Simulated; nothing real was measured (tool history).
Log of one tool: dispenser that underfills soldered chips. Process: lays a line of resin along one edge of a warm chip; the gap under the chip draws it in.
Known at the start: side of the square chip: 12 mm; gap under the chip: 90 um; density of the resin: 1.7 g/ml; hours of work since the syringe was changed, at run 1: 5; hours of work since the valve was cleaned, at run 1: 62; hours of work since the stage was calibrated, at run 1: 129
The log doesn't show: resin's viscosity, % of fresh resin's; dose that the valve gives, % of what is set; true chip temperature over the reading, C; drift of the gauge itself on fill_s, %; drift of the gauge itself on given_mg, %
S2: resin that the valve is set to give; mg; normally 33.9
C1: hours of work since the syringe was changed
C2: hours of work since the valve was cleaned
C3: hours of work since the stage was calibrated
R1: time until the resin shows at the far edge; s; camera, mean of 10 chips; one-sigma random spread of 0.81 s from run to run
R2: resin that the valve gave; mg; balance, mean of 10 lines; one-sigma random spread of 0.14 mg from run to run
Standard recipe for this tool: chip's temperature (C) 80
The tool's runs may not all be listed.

{"run": 1, "day": 0.0, "chip's temperature (C)": 80, "S2": 33.9, "C1": 5, "C2": 62, "C3": 129, "R1": 99, "R2": 32.67}
{"day": 0.175, "done": "new syringe of resin"}
{"run": 2, "day": 0.333, "chip's temperature (C)": 80, "S2": 33.9, "C1": 3, "C2": 67, "C3": 135, "R1": 85.1, "R2": 32.8}
{"day": 0.629, "done": "new syringe of resin"}
{"run": 3, "day": 0.696, "chip's temperature (C)": 80, "S2": 33.9, "C1": 1, "C2": 74, "C3": 141, "R1": 78.6, "R2": 32.34}
{"day": 1.079, "done": "new syringe of resin"}
{"run": 4, "day": 1.221, "chip's temperature (C)": 80, "S2": 30.5, "C1": 2, "C2": 83, "C3": 150, "R1": 84.7, "R2": 28.76}
{"day": 1.512, "done": "new syringe of resin"}
{"day": 1.554, "done": "dispensing valve cleaned and set on the balance"}
{"run": 5, "day": 1.846, "chip's temperature (C)": 80, "S2": 30.5, "C1": 5, "C2": 5, "C3": 160, "R1": 97.3, "R2": 30.18}
{"day": 2.008, "done": "new syringe of resin"}
{"day": 2.446, "done": "new syringe of resin"}
{"run": 6, "day": 2.458, "chip's temperature (C)": 80, "S2": 30.5, "C1": 0, "C2": 15, "C3": 170, "R1": 76.2, "R2": 30.23}
{"run": 7, "day": 2.838, "chip's temperature (C)": 80, "S2": 30.5, "C1": 7, "C2": 22, "C3": 177, "R1": 109.8, "R2": 30}
{"day": 2.896, "done": "new syringe of resin"}
{"run": 8, "day": 3.179, "chip's temperature (C)": 80, "S2": 30.5, "C1": 5, "C2": 28, "C3": 183, "R1": 95.7, "R2": 30.09}
{"day": 3.35, "done": "new syringe of resin"}
{"run": 9, "day": 3.45, "chip's temperature (C)": 80, "S2": 30.5, "C1": 2, "C2": 32, "C3": 187, "R1": 81.3, "R2": 29.93}
{"day": 3.825, "done": "new syringe of resin"}
{"run": 10, "day": 3.9, "chip's temperature (C)": 76, "S2": 30.5, "C1": 1, "C2": 40, "C3": 195, "R1": 96.8, "R2": 29.88}
{"day": 4.275, "done": "new syringe of resin"}
{"run": 11, "day": 4.338, "chip's temperature (C)": 76, "S2": 30.5, "C1": 1, "C2": 47, "C3": 202, "R1": 93, "R2": 29.56}
{"day": 4.725, "done": "new syringe of resin"}
{"run": 12, "day": 4.967, "chip's temperature (C)": 76, "S2": 30.5, "C1": 4, "C2": 58, "C3": 213, "R1": 112, "R2": 29.29}
{"day": 5.179, "done": "new syringe of resin"}
{"run": 13, "day": 5.271, "chip's temperature (C)": 76, "S2": 30.5, "C1": 2, "C2": 63, "C3": 218, "R1": 94.5, "R2": 29.25}
{"day": 5.617, "done": "new syringe of resin"}
{"run": 14, "day": 5.783, "chip's temperature (C)": 76, "S2": 30.5, "C1": 3, "C2": 72, "C3": 227, "R1": 101.4, "R2": 29.11}
{"day": 6.054, "done": "new syringe of resin"}
{"run": 15, "day": 6.404, "chip's temperature (C)": 77, "S2": 30.5, "C1": 6, "C2": 83, "C3": 238, "R1": 116.5, "R2": 29.07}
{"day": 6.508, "done": "new syringe of resin"}
{"day": 6.738, "done": "dispensing valve cleaned and set on the balance"}
{"run": 16, "day": 6.767, "chip's temperature (C)": 77, "S2": 30.5, "C1": 4, "C2": 0, "C3": 243, "R1": 102.2, "R2": 30.55}
{"day": 6.983, "done": "new syringe of resin"}
{"day": 7.412, "done": "new syringe of resin"}
{"run": 17, "day": 7.412, "chip's temperature (C)": 77, "S2": 30.5, "C1": 0, "C2": 11, "C3": 254, "R1": 82.3, "R2": 30.35}
{"run": 18, "day": 7.742, "chip's temperature (C)": 95, "S2": 34.6, "C1": 6, "C2": 17, "C3": 260, "R1": 52, "R2": 34.37}
{"day": 7.871, "done": "new syringe of resin"}
{"run": 19, "day": 8.158, "chip's temperature (C)": 93, "S2": 35, "C1": 5, "C2": 24, "C3": 267, "R1": 53.5, "R2": 34.77}
{"day": 8.333, "done": "new syringe of resin"}
{"run": 20, "day": 8.571, "chip's temperature (C)": 93, "S2": 35, "C1": 4, "C2": 31, "C3": 274, "R1": 50.7, "R2": 34.43}
{"day": 8.812, "done": "new syringe of resin"}
{"run": 21, "day": 9.192, "chip's temperature (C)": 69, "S2": 32.4, "C1": 7, "C2": 42, "C3": 284, "R1": 171.1, "R2": 31.71}
{"day": 9.258, "done": "new syringe of resin"}
{"day": 9.729, "done": "new syringe of resin"}
{"run": 22, "day": 9.846, "chip's temperature (C)": 78, "S2": 37, "C1": 2, "C2": 53, "C3": 296, "R1": 83.4, "R2": 35.79}
{"day": 10.175, "done": "new syringe of resin"}
{"run": 23, "day": 10.404, "chip's temperature (C)": 81, "S2": 33.9, "C1": 4, "C2": 63, "C3": 305, "R1": 83.7, "R2": 32.76}
{"day": 10.617, "done": "new syringe of resin"}
{"day": 11.062, "done": "new syringe of resin"}
{"run": 24, "day": 11.062, "chip's temperature (C)": 80, "S2": 29.3, "C1": 0, "C2": 74, "C3": 316, "R1": 71.6, "R2": 28}
{"day": 11.133, "done": "stage's temperature calibrated"}
{"day": 11.575, "done": "new syringe of resin"}
{"run": 25, "day": 11.608, "chip's temperature (C)": 80, "S2": 29.3, "C1": 1, "C2": 82, "C3": 8, "R1": 82.3, "R2": 27.95}

For run 26, what comes out?
{"day": 11.946, "done": "dispensing valve cleaned and set on the balance"}
{"day": 12.05, "done": "new syringe of resin"}
{"run": 26, "day": 12.292, "chip's temperature (C)": 80, "S2": 29.3, "C1": 4, "C2": 6, "C3": 19, "R1": "?", "R2": "?"}

{"run 26": {"R1": 95.8, "R2": 28.93}}
Were there no unlogged condition in the tool, this run, its random variation unchanged, would have produced R1 76.8 s, R2 29.12 mg.

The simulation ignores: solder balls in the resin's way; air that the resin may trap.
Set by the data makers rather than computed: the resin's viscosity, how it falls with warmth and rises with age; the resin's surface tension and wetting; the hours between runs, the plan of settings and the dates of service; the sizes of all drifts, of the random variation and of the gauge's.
